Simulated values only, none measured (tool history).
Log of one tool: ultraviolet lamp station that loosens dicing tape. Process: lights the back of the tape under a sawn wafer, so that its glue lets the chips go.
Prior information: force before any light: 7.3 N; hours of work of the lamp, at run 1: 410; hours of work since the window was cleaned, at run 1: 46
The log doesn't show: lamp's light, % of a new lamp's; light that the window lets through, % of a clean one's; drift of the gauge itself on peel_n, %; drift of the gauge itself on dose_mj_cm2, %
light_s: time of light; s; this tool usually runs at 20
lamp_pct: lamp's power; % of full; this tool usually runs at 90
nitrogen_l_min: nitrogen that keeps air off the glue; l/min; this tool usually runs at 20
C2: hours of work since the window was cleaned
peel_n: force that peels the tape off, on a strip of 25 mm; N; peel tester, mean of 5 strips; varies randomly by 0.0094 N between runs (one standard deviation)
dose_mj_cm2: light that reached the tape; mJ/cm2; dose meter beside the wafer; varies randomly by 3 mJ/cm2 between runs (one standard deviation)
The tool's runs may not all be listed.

Run 1, hour 0: usual settings; hours of work of the lamp 410; C2 46. Result: peel_n 0.616 N, dose_mj_cm2 362 mJ/cm2.
Run 2, hour 23.2: usual settings; hours of work of the lamp 420; C2 56. Result: peel_n 0.613 N, dose_mj_cm2 359 mJ/cm2.
Run 3, hour 37.6: usual settings; hours of work of the lamp 426; C2 62. Result: peel_n 0.647 N, dose_mj_cm2 360 mJ/cm2.
Run 4, hour 52: usual settings but light_s 21 s; hours of work of the lamp 432; C2 68. Result: peel_n 0.58 N, dose_mj_cm2 379 mJ/cm2.
Run 5, hour 65.2: usual settings but lamp_pct 80 % of full; hours of work of the lamp 438; C2 74. Result: peel_n 0.817 N, dose_mj_cm2 320 mJ/cm2.
Run 6, hour 78: usual settings but lamp_pct 80 % of full; hours of work of the lamp 444; C2 79. Result: peel_n 0.843 N, dose_mj_cm2 315 mJ/cm2.
Run 7, hour 88.8: usual settings but lamp_pct 80 % of full; hours of work of the lamp 448; C2 84. Result: peel_n 0.822 N, dose_mj_cm2 314 mJ/cm2.
Run 8, hour 100.3: usual settings but lamp_pct 80 % of full; hours of work of the lamp 453; C2 89. Result: peel_n 0.834 N, dose_mj_cm2 314 mJ/cm2.
Run 9, hour 119.1: usual settings but light_s 23 s; hours of work of the lamp 461; C2 97. Result: peel_n 0.469 N, dose_mj_cm2 404 mJ/cm2.
At hour 120.8: window cleaned of glue's vapour.
Run 10, hour 136.6: usual settings but light_s 23 s; hours of work of the lamp 469; C2 7. Result: peel_n 0.493 N, dose_mj_cm2 399 mJ/cm2.
Run 11, hour 149.9: usual settings but light_s 15 s, lamp_pct 63 % of full, nitrogen_l_min 11 l/min; hours of work of the lamp 474; C2 13. Result: peel_n 2.788 N, dose_mj_cm2 182 mJ/cm2.
Run 12, hour 174.9: usual settings but light_s 15 s, lamp_pct 89 % of full, nitrogen_l_min 11 l/min; hours of work of the lamp 485; C2 23. Result: peel_n 1.805 N, dose_mj_cm2 256 mJ/cm2.
Run 13, hour 186.6: usual settings but light_s 11 s, lamp_pct 96 % of full, nitrogen_l_min 7 l/min; hours of work of the lamp 490; C2 28. Result: peel_n 2.93 N, dose_mj_cm2 202 mJ/cm2.
At hour 203.1: window cleaned of glue's vapour, once more.
Run 14, hour 211.3: usual settings but light_s 10 s, lamp_pct 65 % of full, nitrogen_l_min 11 l/min; hours of work of the lamp 501; C2 4. Result: peel_n 3.642 N, dose_mj_cm2 125 mJ/cm2.
Run 15, hour 234.1: usual settings but light_s 38 s, lamp_pct 87 % of full, nitrogen_l_min 7 l/min; hours of work of the lamp 511; C2 13. Result: peel_n 0.423 N, dose_mj_cm2 636 mJ/cm2.
Run 16, hour 246.2: usual settings but light_s 17 s; hours of work of the lamp 516; C2 19. Result: peel_n 0.979 N, dose_mj_cm2 299 mJ/cm2.
Run 17, hour 257.8: usual settings but light_s 10 s, nitrogen_l_min 13 l/min; hours of work of the lamp 521; C2 24. Result: peel_n 2.598 N, dose_mj_cm2 171 mJ/cm2.

Each row is a separate what-if for the run after 17, all from the same tool condition, not one after another. Results?
Run A, hour 273.5: usual settings but light_s 10 s, lamp_pct 99 % of full; hours of work of the lamp 528; C2 30. Result: peel_n ?, dose_mj_cm2 ?.
Run B, hour 273.5: usual settings but light_s 18 s, lamp_pct 95 % of full, nitrogen_l_min 25 l/min; hours of work of the lamp 528; C2 30. Result: peel_n ?, dose_mj_cm2 ?.
Run C, hour 273.5: usual settings but light_s 28 s; hours of work of the lamp 528; C2 30. Result: peel_n ?, dose_mj_cm2 ?.
Run D, hour 273.5: usual settings but light_s 10 s, lamp_pct 95 % of full, nitrogen_l_min 13 l/min; hours of work of the lamp 528; C2 30. Result: peel_n ?, dose_mj_cm2 ?.

run  peel_n  dose_mj_cm2
  A   1.931          191
  B   0.672          329
  C   0.293          488
  D   2.445          184
Had the tool no hidden state, the same runs would have come out as:
run  peel_n  dose_mj_cm2
  A     1.4          239
  B   0.385          411
  C   0.155          609
  D   1.879          230
